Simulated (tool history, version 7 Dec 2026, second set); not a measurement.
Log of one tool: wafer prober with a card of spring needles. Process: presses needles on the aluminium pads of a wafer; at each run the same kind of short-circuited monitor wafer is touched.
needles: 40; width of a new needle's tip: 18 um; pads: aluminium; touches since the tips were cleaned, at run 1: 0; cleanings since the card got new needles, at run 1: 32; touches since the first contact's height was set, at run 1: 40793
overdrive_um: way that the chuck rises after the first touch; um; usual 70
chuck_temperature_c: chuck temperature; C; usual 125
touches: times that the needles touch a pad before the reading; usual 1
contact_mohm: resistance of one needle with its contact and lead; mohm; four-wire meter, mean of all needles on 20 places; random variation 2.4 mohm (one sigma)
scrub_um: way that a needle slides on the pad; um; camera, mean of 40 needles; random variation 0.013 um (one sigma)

| run | hour | overdrive_um | chuck_temperature_c | touches | touches since the tips were cleaned | cleanings since the card got new needles | touches since the first contact's height was set | contact_mohm | scrub_um |
|---|---|---|---|---|---|---|---|---|---|
| 1 | 0 | 70 | 125 | 1 | 0 | 32 | 40793 | 273 | 9.77 |
|  | 25.9 | tips cleaned on abrasive film |
| 2 | 47.8 | 70 | 125 | 1 | 4956 | 33 | 51587 | 269 | 9.75 |
|  | 51.7 | tips cleaned on abrasive film |
|  | 77.1 | tips cleaned on abrasive film |
| 3 | 78.9 | 70 | 125 | 1 | 395 | 35 | 58558 | 267 | 9.76 |
|  | 104.5 | tips cleaned on abrasive film |
| 4 | 123.6 | 70 | 125 | 1 | 4333 | 36 | 68657 | 267 | 9.75 |
|  | 128.4 | tips cleaned on abrasive film |
|  | 133.4 | height of the first contact set anew |
|  | 151.8 | tips cleaned on abrasive film |
| 5 | 167.3 | 77 | 125 | 1 | 3510 | 38 | 7634 | 270 | 10.73 |
|  | 175.7 | tips cleaned on abrasive film |
|  | 198.5 | tips cleaned on abrasive film |
| 6 | 198.5 | 77 | 125 | 1 | 0 | 40 | 14654 | 266 | 10.72 |
|  | 225.2 | tips cleaned on abrasive film |
|  | 252.1 | tips cleaned on abrasive film |
| 7 | 258.9 | 77 | 125 | 1 | 1536 | 42 | 28271 | 269 | 10.72 |
|  | 276.2 | tips cleaned on abrasive film |
|  | 301.7 | tips cleaned on abrasive film |
| 8 | 322.9 | 77 | 125 | 1 | 4798 | 44 | 42698 | 266 | 10.72 |
|  | 326.1 | tips cleaned on abrasive film |
|  | 350.4 | tips cleaned on abrasive film |
|  | 376.9 | tips cleaned on abrasive film |
| 9 | 382.3 | 77 | 125 | 1 | 1206 | 47 | 56047 | 264 | 10.74 |
|  | 400.8 | tips cleaned on abrasive film |
| 10 | 415 | 77 | 125 | 1 | 3215 | 48 | 63418 | 271 | 10.75 |
|  | 425.5 | tips cleaned on abrasive film |
|  | 450.5 | tips cleaned on abrasive film |
|  | 450.8 | height of the first contact set anew |
| 11 | 457.2 | 77 | 125 | 1 | 1458 | 50 | 1458 | 269 | 10.74 |
|  | 474.1 | tips cleaned on abrasive film |
|  | 497 | tips cleaned on abrasive film |
| 12 | 506.2 | 77 | 125 | 1 | 2081 | 52 | 12480 | 272 | 10.74 |
|  | 522.7 | tips cleaned on abrasive film |
|  | 545.4 | tips cleaned on abrasive film |
| 13 | 559.4 | 77 | 125 | 1 | 3151 | 54 | 24469 | 276 | 10.74 |
|  | 568.4 | tips cleaned on abrasive film |
|  | 594.7 | tips cleaned on abrasive film |
| 14 | 595.8 | 77 | 125 | 1 | 251 | 56 | 32655 | 266 | 10.76 |
|  | 619 | tips cleaned on abrasive film |
| 15 | 634.7 | 77 | 125 | 1 | 3565 | 57 | 41440 | 268 | 10.74 |
|  | 643.3 | tips cleaned on abrasive film |
|  | 670 | tips cleaned on abrasive film |
| 16 | 670 | 77 | 125 | 1 | 0 | 59 | 49380 | 266 | 10.73 |
|  | 692.7 | tips cleaned on abrasive film |
|  | 715.9 | tips cleaned on abrasive film |
| 17 | 715.9 | 77 | 125 | 1 | 0 | 61 | 59696 | 268 | 10.74 |
|  | 740.3 | tips cleaned on abrasive film |
|  | 766.9 | tips cleaned on abrasive film |
|  | 767.2 | height of the first contact set anew |
| 18 | 774.3 | 76 | 38 | 2 | 1622 | 63 | 1622 | 245 | 10.6 |
|  | 790.4 | tips cleaned on abrasive film |
|  | 813.4 | tips cleaned on abrasive film |
| 19 | 826.4 | 83 | 106 | 1 | 2948 | 65 | 13352 | 264 | 11.53 |
|  | 837.1 | tips cleaned on abrasive film |
|  | 864.1 | tips cleaned on abrasive film |
|  | 887.4 | tips cleaned on abrasive film |
| 20 | 887.4 | 69 | 125 | 2 | 0 | 68 | 27070 | 270 | 9.6 |
|  | 911.2 | tips cleaned on abrasive film |
| 21 | 929.3 | 69 | 125 | 2 | 4087 | 69 | 36513 | 274 | 9.63 |
|  | 935 | tips cleaned on abrasive film |
|  | 959.3 | tips cleaned on abrasive film |
| 22 | 959.3 | 61 | 101 | 1 | 0 | 71 | 43271 | 264 | 8.5 |
|  | 982.4 | tips cleaned on abrasive film |
| 23 | 997.9 | 89 | 32 | 2 | 3526 | 72 | 51980 | 241 | 12.42 |
|  | 1007.1 | tips cleaned on abrasive film |
|  | 1029.6 | tips cleaned on abrasive film |
|  | 1056.2 | tips cleaned on abrasive film |
| 24 | 1064.3 | 89 | 32 | 2 | 1838 | 75 | 66926 | 243 | 12.4 |
|  | 1079.2 | tips cleaned on abrasive film |
|  | 1079.5 | height of the first contact set anew |
| 25 | 1101.5 | 84 | 32 | 1 | 4982 | 76 | 4982 | 243 | 11.74 |
|  | 1107.2 | tips cleaned on abrasive film |
|  | 1133.3 | tips cleaned on abrasive film |
| 26 | 1138 | 84 | 32 | 1 | 1068 | 78 | 13188 | 241 | 11.71 |
|  | 1158.9 | tips cleaned on abrasive film |
|  | 1184.9 | tips cleaned on abrasive film |
| 27 | 1188.2 | 70 | 125 | 2 | 749 | 80 | 24498 | 269 | 9.77 |
|  | 1209.9 | tips cleaned on abrasive film |
|  | 1233.3 | tips cleaned on abrasive film |
| 28 | 1234.2 | 76 | 125 | 1 | 199 | 82 | 34850 | 267 | 10.59 |
|  | 1258.6 | tips cleaned on abrasive film |
|  | 1282.8 | tips cleaned on abrasive film |
| 29 | 1284.1 | 54 | 117 | 1 | 296 | 84 | 46091 | 271 | 7.53 |
|  | 1306.9 | tips cleaned on abrasive film |
|  | 1330.9 | tips cleaned on abrasive film |
| 30 | 1349.9 | 85 | 35 | 2 | 4302 | 86 | 60925 | 243 | 11.86 |
|  | 1355.6 | tips cleaned on abrasive film |
|  | 1379.1 | tips cleaned on abrasive film |
|  | 1393.5 | height of the first contact set anew |
| 31 | 1393.5 | 82 | 105 | 2 | 3184 | 88 | 1 | 261 | 11.43 |

Forecast each of these 3 alternatives for the next run:
|  | 1402 | tips cleaned on abrasive film |
|  | 1425.5 | tips cleaned on abrasive film |
| A | 1425.5 | 84 | 26 | 2 | 0 | 90 | 7198 | ? | ? |
|  | 1402 | tips cleaned on abrasive film |
|  | 1425.5 | tips cleaned on abrasive film |
| B | 1425.5 | 85 | 105 | 1 | 0 | 90 | 7198 | ? | ? |
|  | 1402 | tips cleaned on abrasive film |
|  | 1425.5 | tips cleaned on abrasive film |
| C | 1425.5 | 52 | 57 | 2 | 0 | 90 | 7198 | ? | ? |

| run | contact_mohm | scrub_um |
|---|---|---|
| A | 243 | 11.71 |
| B | 260 | 11.86 |
| C | 259 | 7.25 |
Without the tool's hidden state the same runs would have given:
| run | contact_mohm | scrub_um |
|---|---|---|
| A | 243 | 11.71 |
| B | 260 | 11.86 |
| C | 259 | 7.25 |
